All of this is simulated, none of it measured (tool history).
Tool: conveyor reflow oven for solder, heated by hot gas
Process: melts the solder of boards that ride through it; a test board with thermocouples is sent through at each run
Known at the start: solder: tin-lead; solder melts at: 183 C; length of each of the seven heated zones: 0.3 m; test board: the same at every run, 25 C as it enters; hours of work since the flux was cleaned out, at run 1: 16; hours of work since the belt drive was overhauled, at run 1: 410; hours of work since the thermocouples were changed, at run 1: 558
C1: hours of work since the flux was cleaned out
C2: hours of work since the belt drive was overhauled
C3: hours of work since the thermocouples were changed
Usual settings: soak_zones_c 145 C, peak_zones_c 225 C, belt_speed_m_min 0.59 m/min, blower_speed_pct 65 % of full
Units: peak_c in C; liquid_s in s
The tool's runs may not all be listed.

{"run": 1, "hour": 0.0, "soak_zones_c": 145, "peak_zones_c": 225, "belt_speed_m_min": 0.59, "blower_speed_pct": 65, "C1": 16, "C2": 410, "C3": 558, "peak_c": 208.7, "liquid_s": 42.12}
{"run": 2, "hour": 10.3, "soak_zones_c": 145, "peak_zones_c": 225, "belt_speed_m_min": 0.59, "blower_speed_pct": 65, "C1": 24, "C2": 418, "C3": 566, "peak_c": 208.5, "liquid_s": 42.14}
{"run": 3, "hour": 16.2, "soak_zones_c": 145, "peak_zones_c": 225, "belt_speed_m_min": 0.59, "blower_speed_pct": 65, "C1": 28, "C2": 423, "C3": 570, "peak_c": 208.5, "liquid_s": 42.25}
{"run": 4, "hour": 26.7, "soak_zones_c": 145, "peak_zones_c": 225, "belt_speed_m_min": 0.59, "blower_speed_pct": 65, "C1": 36, "C2": 431, "C3": 578, "peak_c": 208.7, "liquid_s": 41.98}
{"run": 5, "hour": 38.1, "soak_zones_c": 145, "peak_zones_c": 225, "belt_speed_m_min": 0.59, "blower_speed_pct": 65, "C1": 45, "C2": 439, "C3": 587, "peak_c": 208.7, "liquid_s": 42.09}
{"run": 6, "hour": 46.6, "soak_zones_c": 145, "peak_zones_c": 225, "belt_speed_m_min": 0.59, "blower_speed_pct": 65, "C1": 51, "C2": 446, "C3": 594, "peak_c": 208.6, "liquid_s": 42.19}
{"run": 7, "hour": 61.0, "soak_zones_c": 145, "peak_zones_c": 225, "belt_speed_m_min": 0.59, "blower_speed_pct": 51, "C1": 62, "C2": 457, "C3": 605, "peak_c": 204.5, "liquid_s": 37.47}
{"run": 8, "hour": 67.5, "soak_zones_c": 145, "peak_zones_c": 225, "belt_speed_m_min": 0.59, "blower_speed_pct": 65, "C1": 67, "C2": 462, "C3": 610, "peak_c": 208.3, "liquid_s": 42.04}
{"run": 9, "hour": 78.9, "soak_zones_c": 145, "peak_zones_c": 225, "belt_speed_m_min": 0.59, "blower_speed_pct": 65, "C1": 76, "C2": 470, "C3": 618, "peak_c": 208.5, "liquid_s": 42.1}
{"run": 10, "hour": 86.7, "soak_zones_c": 145, "peak_zones_c": 225, "belt_speed_m_min": 0.59, "blower_speed_pct": 65, "C1": 82, "C2": 476, "C3": 624, "peak_c": 208.6, "liquid_s": 41.97}
{"run": 11, "hour": 101.0, "soak_zones_c": 145, "peak_zones_c": 225, "belt_speed_m_min": 0.59, "blower_speed_pct": 65, "C1": 93, "C2": 487, "C3": 635, "peak_c": 208.3, "liquid_s": 42.04}
{"hour": 107.3, "done": "flux residue cleaned out of gas plates and filters"}
{"run": 12, "hour": 114.5, "soak_zones_c": 145, "peak_zones_c": 225, "belt_speed_m_min": 0.59, "blower_speed_pct": 65, "C1": 5, "C2": 494, "C3": 641, "peak_c": 208.2, "liquid_s": 41.85}
{"run": 13, "hour": 124.5, "soak_zones_c": 145, "peak_zones_c": 225, "belt_speed_m_min": 0.59, "blower_speed_pct": 65, "C1": 13, "C2": 501, "C3": 649, "peak_c": 208.2, "liquid_s": 41.75}
{"run": 14, "hour": 137.8, "soak_zones_c": 145, "peak_zones_c": 230, "belt_speed_m_min": 0.59, "blower_speed_pct": 65, "C1": 23, "C2": 511, "C3": 659, "peak_c": 212.5, "liquid_s": 44.94}
{"hour": 149.1, "done": "thermocouples of zones 6 and 7 changed"}
{"run": 15, "hour": 153.4, "soak_zones_c": 145, "peak_zones_c": 230, "belt_speed_m_min": 0.59, "blower_speed_pct": 65, "C1": 34, "C2": 522, "C3": 3, "peak_c": 213.3, "liquid_s": 45.59}
{"run": 16, "hour": 161.4, "soak_zones_c": 145, "peak_zones_c": 219, "belt_speed_m_min": 0.602, "blower_speed_pct": 78, "C1": 40, "C2": 528, "C3": 9, "peak_c": 206, "liquid_s": 40.1}
{"run": 17, "hour": 168.1, "soak_zones_c": 145, "peak_zones_c": 219, "belt_speed_m_min": 0.602, "blower_speed_pct": 89, "C1": 45, "C2": 533, "C3": 14, "peak_c": 207.8, "liquid_s": 42.09}
{"run": 18, "hour": 182.4, "soak_zones_c": 145, "peak_zones_c": 219, "belt_speed_m_min": 0.602, "blower_speed_pct": 89, "C1": 56, "C2": 544, "C3": 25, "peak_c": 207.7, "liquid_s": 41.97}
{"hour": 195.9, "done": "flux residue cleaned out of gas plates and filters, once more"}
{"run": 19, "hour": 199.5, "soak_zones_c": 138, "peak_zones_c": 225, "belt_speed_m_min": 0.602, "blower_speed_pct": 65, "C1": 3, "C2": 553, "C3": 34, "peak_c": 207.7, "liquid_s": 38.31}
{"run": 20, "hour": 206.8, "soak_zones_c": 143, "peak_zones_c": 225, "belt_speed_m_min": 0.602, "blower_speed_pct": 65, "C1": 8, "C2": 558, "C3": 40, "peak_c": 208.4, "liquid_s": 40.71}
{"run": 21, "hour": 213.6, "soak_zones_c": 143, "peak_zones_c": 225, "belt_speed_m_min": 0.602, "blower_speed_pct": 65, "C1": 13, "C2": 564, "C3": 45, "peak_c": 208.8, "liquid_s": 40.46}
{"run": 22, "hour": 219.8, "soak_zones_c": 145, "peak_zones_c": 225, "belt_speed_m_min": 0.49, "blower_speed_pct": 56, "C1": 18, "C2": 568, "C3": 50, "peak_c": 212.6, "liquid_s": 55.45}
{"run": 23, "hour": 227.7, "soak_zones_c": 131, "peak_zones_c": 237, "belt_speed_m_min": 0.664, "blower_speed_pct": 65, "C1": 24, "C2": 574, "C3": 56, "peak_c": 212.2, "liquid_s": 35.79}
{"run": 24, "hour": 237.8, "soak_zones_c": 130, "peak_zones_c": 230, "belt_speed_m_min": 0.688, "blower_speed_pct": 81, "C1": 32, "C2": 582, "C3": 64, "peak_c": 209.4, "liquid_s": 32.81}
{"run": 25, "hour": 246.3, "soak_zones_c": 156, "peak_zones_c": 224, "belt_speed_m_min": 0.59, "blower_speed_pct": 61, "C1": 38, "C2": 588, "C3": 70, "peak_c": 210, "liquid_s": 47.38}
{"run": 26, "hour": 252.9, "soak_zones_c": 145, "peak_zones_c": 225, "belt_speed_m_min": 0.549, "blower_speed_pct": 65, "C1": 43, "C2": 593, "C3": 75, "peak_c": 211.2, "liquid_s": 48.48}
{"run": 27, "hour": 262.2, "soak_zones_c": 145, "peak_zones_c": 225, "belt_speed_m_min": 0.549, "blower_speed_pct": 63, "C1": 50, "C2": 601, "C3": 82, "peak_c": 211, "liquid_s": 47.94}
{"run": 28, "hour": 275.4, "soak_zones_c": 145, "peak_zones_c": 225, "belt_speed_m_min": 0.549, "blower_speed_pct": 63, "C1": 60, "C2": 611, "C3": 92, "peak_c": 210.9, "liquid_s": 47.88}
{"run": 29, "hour": 281.2, "soak_zones_c": 145, "peak_zones_c": 225, "belt_speed_m_min": 0.549, "blower_speed_pct": 63, "C1": 65, "C2": 615, "C3": 97, "peak_c": 210.9, "liquid_s": 47.71}
{"run": 30, "hour": 292.1, "soak_zones_c": 145, "peak_zones_c": 225, "belt_speed_m_min": 0.549, "blower_speed_pct": 63, "C1": 73, "C2": 623, "C3": 105, "peak_c": 210.8, "liquid_s": 47.91}

5 ways to go on from here, each from the tool as it stands after run 30. What would each give?
{"run": "A", "hour": 299.9, "soak_zones_c": 145, "peak_zones_c": 219, "belt_speed_m_min": 0.549, "blower_speed_pct": 76, "C1": 79, "C2": 629, "C3": 111, "peak_c": "?", "liquid_s": "?"}
{"run": "B", "hour": 299.9, "soak_zones_c": 136, "peak_zones_c": 225, "belt_speed_m_min": 0.549, "blower_speed_pct": 85, "C1": 79, "C2": 629, "C3": 111, "peak_c": "?", "liquid_s": "?"}
{"run": "C", "hour": 299.9, "soak_zones_c": 138, "peak_zones_c": 223, "belt_speed_m_min": 0.578, "blower_speed_pct": 65, "C1": 79, "C2": 629, "C3": 111, "peak_c": "?", "liquid_s": "?"}
{"run": "D", "hour": 299.9, "soak_zones_c": 145, "peak_zones_c": 225, "belt_speed_m_min": 0.554, "blower_speed_pct": 63, "C1": 79, "C2": 629, "C3": 111, "peak_c": "?", "liquid_s": "?"}
{"run": "E", "hour": 299.9, "soak_zones_c": 152, "peak_zones_c": 225, "belt_speed_m_min": 0.516, "blower_speed_pct": 65, "C1": 79, "C2": 629, "C3": 111, "peak_c": "?", "liquid_s": "?"}

run=A peak_c=208 liquid_s=46.53
run=B peak_c=213.5 liquid_s=48.16
run=C peak_c=206.9 liquid_s=39.52
run=D peak_c=210.6 liquid_s=47.07
run=E peak_c=214 liquid_s=56.52
Without the tool's hidden state the same runs would have given:
run=A peak_c=208.3 liquid_s=45.94
run=B peak_c=213.8 liquid_s=47.56
run=C peak_c=207 liquid_s=38.99
run=D peak_c=210.7 liquid_s=46.38
run=E peak_c=214.2 liquid_s=55.66
